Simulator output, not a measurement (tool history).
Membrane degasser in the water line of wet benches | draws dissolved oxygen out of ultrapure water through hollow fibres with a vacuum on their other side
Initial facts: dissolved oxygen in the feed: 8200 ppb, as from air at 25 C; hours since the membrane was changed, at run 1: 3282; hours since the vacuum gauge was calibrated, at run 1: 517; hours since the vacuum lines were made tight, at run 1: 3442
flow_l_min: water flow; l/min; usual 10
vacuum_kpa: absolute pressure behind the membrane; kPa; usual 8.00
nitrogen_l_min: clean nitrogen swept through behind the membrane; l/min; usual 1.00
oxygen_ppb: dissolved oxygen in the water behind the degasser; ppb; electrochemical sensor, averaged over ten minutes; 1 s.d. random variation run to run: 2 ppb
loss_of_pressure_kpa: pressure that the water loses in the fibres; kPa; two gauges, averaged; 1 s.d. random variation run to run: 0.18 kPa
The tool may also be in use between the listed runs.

run	day	flow_l_min	vacuum_kpa	nitrogen_l_min	hours since the membrane was changed	hours since the vacuum gauge was calibrated	hours since the vacuum lines were made tight	oxygen_ppb	loss_of_pressure_kpa
1	0.000	10	8.00	1.00	3282	517	3442	211.2	35.37
# day 1.383: seals of the vacuum lines changed
2	2.262	12	8.00	1.00	3334	569	21	307.2	43.08
3	6.592	10	8.00	1.61	3438	673	125	173.5	35.57
4	8.838	10	8.00	1.61	3492	727	179	172.7	36.19
5	13.092	10	7.50	1.00	3594	829	281	205.5	35.83
# day 13.446: vacuum gauge calibrated
6	17.812	10	7.50	1.00	3707	105	394	198.7	35.71
7	19.938	10	7.50	1.00	3758	156	445	202.7	35.69
# day 23.729: vacuum gauge calibrated, once more
8	24.617	10	8.73	2.36	3869	21	557	159.2	35.77
9	28.404	10	6.91	0.80	3960	112	648	213.2	35.98
10	31.662	10	6.91	0.80	4038	190	726	204.4	35.91
11	36.221	8	8.66	0.80	4148	300	835	176.5	28.70
12	39.279	8	8.66	2.88	4221	373	908	86.4	28.94
13	42.750	10	11.66	0.62	4305	456	992	403.6	35.99

5 options for the next run, each taken on its own from the tool as it stands now. Forecast them:
A	46.433	13	17.70	0.99	4393	545	1080	?	?
B	46.433	8	6.93	1.28	4393	545	1080	?	?
C	46.433	16	11.66	2.16	4393	545	1080	?	?
D	46.433	9	19.32	1.00	4393	545	1080	?	?
E	46.433	15	8.00	2.32	4393	545	1080	?	?

run	oxygen_ppb	loss_of_pressure_kpa
A	627.9	46.91
B	107.1	28.85
C	520.3	57.61
D	410.8	32.32
E	390.4	54.05
Without the tool's unlogged condition, the same runs would have read:
run	oxygen_ppb	loss_of_pressure_kpa
A	596.8	45.22
B	96.7	27.81
C	477.9	55.53
D	393.0	31.16
E	353.0	52.10
